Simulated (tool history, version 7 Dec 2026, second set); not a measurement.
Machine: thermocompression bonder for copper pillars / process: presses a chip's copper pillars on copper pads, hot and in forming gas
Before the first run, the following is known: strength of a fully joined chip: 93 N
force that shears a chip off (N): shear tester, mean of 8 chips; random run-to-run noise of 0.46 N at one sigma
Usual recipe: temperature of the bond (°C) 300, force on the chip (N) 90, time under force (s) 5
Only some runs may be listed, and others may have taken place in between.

| run | hour | temperature of the bond (°C) | force on the chip (N) | time under force (s) | force that shears a chip off (N) |
|---|---|---|---|---|---|
| 1 | 0.0 | 300 | 90 | 5 | 52.2 |
| 2 | 15.4 | 300 | 90 | 5 | 51.4 |
| 3 | 31.9 | 300 | 90 | 5 | 51.5 |
| 4 | 50.1 | 300 | 90 | 5 | 51.4 |
| 5 | 74.7 | 300 | 90 | 5 | 51.5 |
| 6 | 96.4 | 300 | 68 | 5 | 39.5 |
| 7 | 132.5 | 312 | 90 | 5 | 56.3 |
|  | 152.3 | heater calibrated with a thermocouple chip |
| 8 | 155.5 | 312 | 110 | 5 | 58.5 |
| 9 | 189.6 | 312 | 110 | 5 | 59.5 |
| 10 | 212.9 | 300 | 90 | 10 | 55.9 |
| 11 | 248.0 | 300 | 90 | 5 | 44.3 |
| 12 | 281.0 | 300 | 90 | 5 | 44.0 |
| 13 | 301.7 | 300 | 90 | 5 | 43.5 |
| 14 | 332.0 | 300 | 90 | 5 | 43.9 |
| 15 | 364.8 | 300 | 90 | 14 | 58.0 |
| 16 | 382.5 | 292 | 90 | 5 | 39.5 |
| 17 | 399.1 | 292 | 90 | 5 | 39.4 |
| 18 | 414.6 | 292 | 90 | 10 | 50.7 |
|  | 422.8 | forming gas filter changed |
| 19 | 444.3 | 300 | 59 | 5 | 31.4 |
| 20 | 463.9 | 300 | 59 | 5 | 32.4 |
| 21 | 482.4 | 326 | 81 | 5 | 55.2 |
| 22 | 515.3 | 279 | 131 | 5 | 53.1 |
| 23 | 530.8 | 279 | 131 | 5 | 53.1 |
| 24 | 565.4 | 279 | 131 | 5 | 52.9 |
| 25 | 585.0 | 283 | 90 | 5 | 38.8 |
| 26 | 617.9 | 283 | 88 | 5 | 38.4 |
| 27 | 640.4 | 296 | 127 | 5 | 58.3 |
| 28 | 664.6 | 324 | 129 | 5 | 70.2 |
| 29 | 692.7 | 300 | 133 | 9 | 70.0 |
| 30 | 711.8 | 281 | 91 | 10 | 47.1 |
| 31 | 734.7 | 281 | 91 | 10 | 47.0 |
| 32 | 771.3 | 281 | 91 | 10 | 46.7 |
| 33 | 793.6 | 300 | 90 | 8 | 51.8 |
| 34 | 828.8 | 300 | 90 | 13 | 59.0 |
|  | 843.7 | forming gas filter changed |
| 35 | 860.3 | 300 | 90 | 13 | 66.3 |
| 36 | 877.0 | 300 | 66 | 12 | 51.0 |
| 37 | 900.0 | 300 | 66 | 12 | 50.8 |
| 38 | 921.0 | 299 | 108 | 5 | 56.3 |
| 39 | 955.7 | 300 | 90 | 7 | 54.0 |

How would selected steps in force that shears a chip off (N) from run to run divide? Give the signed amount a tool lacking its hidden state would still show from settings, what came in and random variation, and the signed amount left for the hidden state, including any gauge scatter that is not in both of the compared results.
What the log doesn't record here: true temperature of the bond over the reading, C; force that reaches the chip, % of what is set; oxide that the forming gas leaves, % of the face; drift of the gauge itself on shear_n, %.
Run 7 -> 8: force on the chip (N) 90 -> 110, heater calibrated with a thermocouple chip. force that shears a chip off (N) +2.2: hidden state -5.5, all else +7.7.
Run 18 -> 19: temperature of the bond (°C) 292 -> 300, force on the chip (N) 90 -> 59, time under force (s) 10 -> 5, forming gas filter changed. force that shears a chip off (N) -19.3: hidden state +6.2, all else -25.5.
Run 20 -> 21: temperature of the bond (°C) 300 -> 326, force on the chip (N) 59 -> 81. force that shears a chip off (N) +22.8: hidden state -0.4, all else +23.2.
Run 26 -> 27: temperature of the bond (°C) 283 -> 296, force on the chip (N) 88 -> 127. force that shears a chip off (N) +19.9: hidden state -1.4, all else +21.3.
Run 29 -> 30: temperature of the bond (°C) 300 -> 281, force on the chip (N) 133 -> 91, time under force (s) 9 -> 10. force that shears a chip off (N) -22.9: hidden state +2.0, all else -24.9.
Run 34 -> 35: forming gas filter changed. force that shears a chip off (N) +7.3: hidden state +7.3, all else +0.0.

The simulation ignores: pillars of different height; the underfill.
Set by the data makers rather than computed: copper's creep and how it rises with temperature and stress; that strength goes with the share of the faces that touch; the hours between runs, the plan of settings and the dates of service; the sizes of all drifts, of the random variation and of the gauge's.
